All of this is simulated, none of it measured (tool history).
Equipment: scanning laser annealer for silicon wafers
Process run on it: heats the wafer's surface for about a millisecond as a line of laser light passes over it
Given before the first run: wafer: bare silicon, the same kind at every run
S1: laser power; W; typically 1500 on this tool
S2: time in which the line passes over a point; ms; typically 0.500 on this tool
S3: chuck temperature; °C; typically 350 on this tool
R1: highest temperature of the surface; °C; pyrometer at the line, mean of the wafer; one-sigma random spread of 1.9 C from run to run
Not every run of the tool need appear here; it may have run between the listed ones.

run,hour,S1,S2,S3,R1
1,0.0,1500,0.500,350,1089
2,8.0,1500,0.500,350,1089
3,22.1,1500,0.500,350,1088
4,30.7,1321,0.500,350,996
5,42.2,1321,0.500,350,994
6,55.3,1321,0.500,350,996
7,61.2,1321,0.500,350,995
8,70.5,1532,0.500,320,1073
9,84.2,1513,0.593,313,1112
10,95.4,1513,0.593,313,1118
11,102.7,1574,0.500,358,1133
12,111.8,1385,0.608,334,1073

Run 13 has not been measured yet. What should we expect?
13,119.6,1500,0.500,389,?

R1: 1126 °C
With the hidden condition absent and the run-to-run variation left alone, this run would have shown R1 1154 °C.
